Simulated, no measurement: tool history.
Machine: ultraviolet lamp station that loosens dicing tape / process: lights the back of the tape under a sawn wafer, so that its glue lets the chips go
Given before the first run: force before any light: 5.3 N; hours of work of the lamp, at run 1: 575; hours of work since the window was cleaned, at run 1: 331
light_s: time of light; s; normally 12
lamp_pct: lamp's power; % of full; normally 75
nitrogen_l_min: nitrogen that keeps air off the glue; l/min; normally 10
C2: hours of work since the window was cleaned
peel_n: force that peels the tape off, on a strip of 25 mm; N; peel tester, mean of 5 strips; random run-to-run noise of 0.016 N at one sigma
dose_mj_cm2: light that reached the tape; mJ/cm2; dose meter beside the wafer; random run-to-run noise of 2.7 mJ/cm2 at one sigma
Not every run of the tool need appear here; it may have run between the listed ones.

Run 1, hour 0.0: usual settings; hours of work of the lamp 575; C2 331. Result: peel_n 1.186 N, dose_mj_cm2 264 mJ/cm2.
Run 2, hour 29.1: usual settings; hours of work of the lamp 595; C2 351. Result: peel_n 1.261 N, dose_mj_cm2 263 mJ/cm2.
Run 3, hour 59.8: usual settings but lamp_pct 61 % of full; hours of work of the lamp 616; C2 371. Result: peel_n 1.622 N, dose_mj_cm2 204 mJ/cm2.
Run 4, hour 96.4: usual settings but lamp_pct 88 % of full; hours of work of the lamp 641; C2 396. Result: peel_n 1.095 N, dose_mj_cm2 291 mJ/cm2.
At hour 142.0: window cleaned of glue's vapour.
Run 5, hour 143.2: usual settings but lamp_pct 88 % of full; hours of work of the lamp 672; C2 1. Result: peel_n 1.118 N, dose_mj_cm2 283 mJ/cm2.
Run 6, hour 171.8: usual settings but light_s 14 s; hours of work of the lamp 692; C2 20. Result: peel_n 1.162 N, dose_mj_cm2 282 mJ/cm2.
At hour 201.7: lamp changed.
Run 7, hour 227.9: usual settings but nitrogen_l_min 4 l/min; hours of work of the lamp 18; C2 58. Result: peel_n 1.316 N, dose_mj_cm2 339 mJ/cm2.
Run 8, hour 281.6: usual settings; hours of work of the lamp 54; C2 94. Result: peel_n 0.886 N, dose_mj_cm2 328 mJ/cm2.
Run 9, hour 309.8: usual settings; hours of work of the lamp 73; C2 113. Result: peel_n 0.915 N, dose_mj_cm2 327 mJ/cm2.
Run 10, hour 349.0: usual settings; hours of work of the lamp 100; C2 140. Result: peel_n 0.915 N, dose_mj_cm2 322 mJ/cm2.
Run 11, hour 403.7: usual settings; hours of work of the lamp 137; C2 177. Result: peel_n 0.962 N, dose_mj_cm2 319 mJ/cm2.
At hour 448.3: window cleaned of glue's vapour, once more.
Run 12, hour 462.1: usual settings; hours of work of the lamp 177; C2 9. Result: peel_n 0.869 N, dose_mj_cm2 340 mJ/cm2.
Run 13, hour 521.6: usual settings; hours of work of the lamp 217; C2 50. Result: peel_n 0.929 N, dose_mj_cm2 334 mJ/cm2.
Run 14, hour 554.9: usual settings; hours of work of the lamp 240; C2 72. Result: peel_n 0.945 N, dose_mj_cm2 326 mJ/cm2.
Run 15, hour 601.6: usual settings but nitrogen_l_min 8 l/min; hours of work of the lamp 271; C2 104. Result: peel_n 1.087 N, dose_mj_cm2 322 mJ/cm2.
Run 16, hour 626.4: usual settings but lamp_pct 96 % of full; hours of work of the lamp 288; C2 121. Result: peel_n 0.649 N, dose_mj_cm2 409 mJ/cm2.
Run 17, hour 684.5: usual settings but lamp_pct 96 % of full; hours of work of the lamp 328; C2 160. Result: peel_n 0.697 N, dose_mj_cm2 396 mJ/cm2.
Run 18, hour 740.1: usual settings but lamp_pct 88 % of full; hours of work of the lamp 365; C2 198. Result: peel_n 0.807 N, dose_mj_cm2 354 mJ/cm2.
Run 19, hour 772.3: usual settings but lamp_pct 63 % of full; hours of work of the lamp 387; C2 220. Result: peel_n 1.383 N, dose_mj_cm2 251 mJ/cm2.
Run 20, hour 812.6: usual settings but lamp_pct 83 % of full; hours of work of the lamp 415; C2 247. Result: peel_n 0.922 N, dose_mj_cm2 324 mJ/cm2.
Run 21, hour 845.9: usual settings but lamp_pct 83 % of full; hours of work of the lamp 437; C2 270. Result: peel_n 0.980 N, dose_mj_cm2 315 mJ/cm2.
Run 22, hour 871.9: usual settings but light_s 14 s, nitrogen_l_min 3 l/min; hours of work of the lamp 455; C2 288. Result: peel_n 1.529 N, dose_mj_cm2 332 mJ/cm2.
Run 23, hour 900.2: usual settings but lamp_pct 95 % of full, nitrogen_l_min 8 l/min; hours of work of the lamp 474; C2 307. Result: peel_n 0.911 N, dose_mj_cm2 360 mJ/cm2.
Run 24, hour 959.0: usual settings but light_s 15 s, lamp_pct 95 % of full, nitrogen_l_min 5 l/min; hours of work of the lamp 514; C2 347. Result: peel_n 0.871 N, dose_mj_cm2 433 mJ/cm2.
Run 25, hour 994.2: usual settings but light_s 15 s, lamp_pct 95 % of full, nitrogen_l_min 5 l/min; hours of work of the lamp 538; C2 371. Result: peel_n 0.899 N, dose_mj_cm2 429 mJ/cm2.
Run 26, hour 1045.7: usual settings but light_s 15 s, lamp_pct 95 % of full, nitrogen_l_min 5 l/min; hours of work of the lamp 573; C2 406. Result: peel_n 0.905 N, dose_mj_cm2 412 mJ/cm2.
At hour 1078.5: window cleaned of glue's vapour.
Run 27, hour 1084.1: usual settings but light_s 9 s, lamp_pct 95 % of full, nitrogen_l_min 14 l/min; hours of work of the lamp 599; C2 4. Result: peel_n 1.103 N, dose_mj_cm2 256 mJ/cm2.
Run 28, hour 1124.2: usual settings but light_s 17 s, lamp_pct 88 % of full, nitrogen_l_min 11 l/min; hours of work of the lamp 626; C2 31. Result: peel_n 0.538 N, dose_mj_cm2 445 mJ/cm2.
Run 29, hour 1168.0: usual settings but light_s 17 s, lamp_pct 88 % of full, nitrogen_l_min 11 l/min; hours of work of the lamp 656; C2 61. Result: peel_n 0.564 N, dose_mj_cm2 431 mJ/cm2.
Run 30, hour 1227.5: usual settings but light_s 17 s, lamp_pct 88 % of full, nitrogen_l_min 11 l/min; hours of work of the lamp 696; C2 101. Result: peel_n 0.613 N, dose_mj_cm2 420 mJ/cm2.
At hour 1249.5: lamp changed.
Run 31, hour 1261.7: usual settings but light_s 17 s, lamp_pct 88 % of full, nitrogen_l_min 11 l/min; hours of work of the lamp 8; C2 124. Result: peel_n 0.343 N, dose_mj_cm2 612 mJ/cm2.
Run 32, hour 1303.4: usual settings but light_s 17 s, lamp_pct 88 % of full, nitrogen_l_min 11 l/min; hours of work of the lamp 37; C2 152. Result: peel_n 0.340 N, dose_mj_cm2 596 mJ/cm2.
Run 33, hour 1353.9: usual settings but light_s 7 s, lamp_pct 88 % of full, nitrogen_l_min 9 l/min; hours of work of the lamp 71; C2 186. Result: peel_n 1.499 N, dose_mj_cm2 240 mJ/cm2.
Run 34, hour 1406.5: usual settings but light_s 7 s, lamp_pct 88 % of full, nitrogen_l_min 9 l/min; hours of work of the lamp 107; C2 222. Result: peel_n 1.503 N, dose_mj_cm2 234 mJ/cm2.
Run 35, hour 1465.4: usual settings but light_s 18 s, lamp_pct 63 % of full, nitrogen_l_min 11 l/min; hours of work of the lamp 147; C2 262. Result: peel_n 0.610 N, dose_mj_cm2 426 mJ/cm2.
Run 36, hour 1493.4: usual settings but light_s 18 s, lamp_pct 77 % of full, nitrogen_l_min 15 l/min; hours of work of the lamp 166; C2 281. Result: peel_n 0.380 N, dose_mj_cm2 511 mJ/cm2.
Run 37, hour 1539.5: usual settings but light_s 8 s, lamp_pct 73 % of full, nitrogen_l_min 19 l/min; hours of work of the lamp 197; C2 312. Result: peel_n 1.362 N, dose_mj_cm2 209 mJ/cm2.
Run 38, hour 1565.9: usual settings but light_s 8 s, lamp_pct 73 % of full, nitrogen_l_min 19 l/min; hours of work of the lamp 215; C2 330. Result: peel_n 1.351 N, dose_mj_cm2 204 mJ/cm2.
Run 39, hour 1616.8: usual settings but light_s 10 s, lamp_pct 81 % of full, nitrogen_l_min 4 l/min; hours of work of the lamp 250; C2 365. Result: peel_n 1.692 N, dose_mj_cm2 287 mJ/cm2.
Run 40, hour 1647.6: usual settings but nitrogen_l_min 16 l/min; hours of work of the lamp 270; C2 386. Result: peel_n 0.809 N, dose_mj_cm2 309 mJ/cm2.
Run 41, hour 1673.8: usual settings but light_s 13 s, lamp_pct 76 % of full, nitrogen_l_min 3 l/min; hours of work of the lamp 288; C2 404. Result: peel_n 1.570 N, dose_mj_cm2 340 mJ/cm2.
At hour 1712.5: window cleaned of glue's vapour.
Run 42, hour 1728.6: usual settings but light_s 13 s, lamp_pct 82 % of full, nitrogen_l_min 3 l/min; hours of work of the lamp 325; C2 11. Result: peel_n 1.370 N, dose_mj_cm2 372 mJ/cm2.

Branching from run 42: 5 alternative next runs. What would each branch give?
Run A, hour 1757.4: usual settings but light_s 9 s, lamp_pct 85 % of full; hours of work of the lamp 345; C2 30. Result: peel_n ?, dose_mj_cm2 ?.
Run B, hour 1757.4: usual settings but light_s 18 s, lamp_pct 61 % of full, nitrogen_l_min 8 l/min; hours of work of the lamp 345; C2 30. Result: peel_n ?, dose_mj_cm2 ?.
Run C, hour 1757.4: usual settings but light_s 8 s, lamp_pct 63 % of full, nitrogen_l_min 3 l/min; hours of work of the lamp 345; C2 30. Result: peel_n ?, dose_mj_cm2 ?.
Run D, hour 1757.4: usual settings but nitrogen_l_min 5 l/min; hours of work of the lamp 345; C2 30. Result: peel_n ?, dose_mj_cm2 ?.
Run E, hour 1757.4: usual settings but nitrogen_l_min 7 l/min; hours of work of the lamp 345; C2 30. Result: peel_n ?, dose_mj_cm2 ?.

run  peel_n  dose_mj_cm2
  A   1.258          266
  B   0.820          380
  C   2.728          175
  D   1.357          314
  E   1.191          311
The same runs, with their run-to-run variation unchanged, on a tool lacking any hidden condition would have given:
run  peel_n  dose_mj_cm2
  A   0.996          314
  B   0.624          449
  C   2.429          206
  D   1.084          371
  E   0.937          368
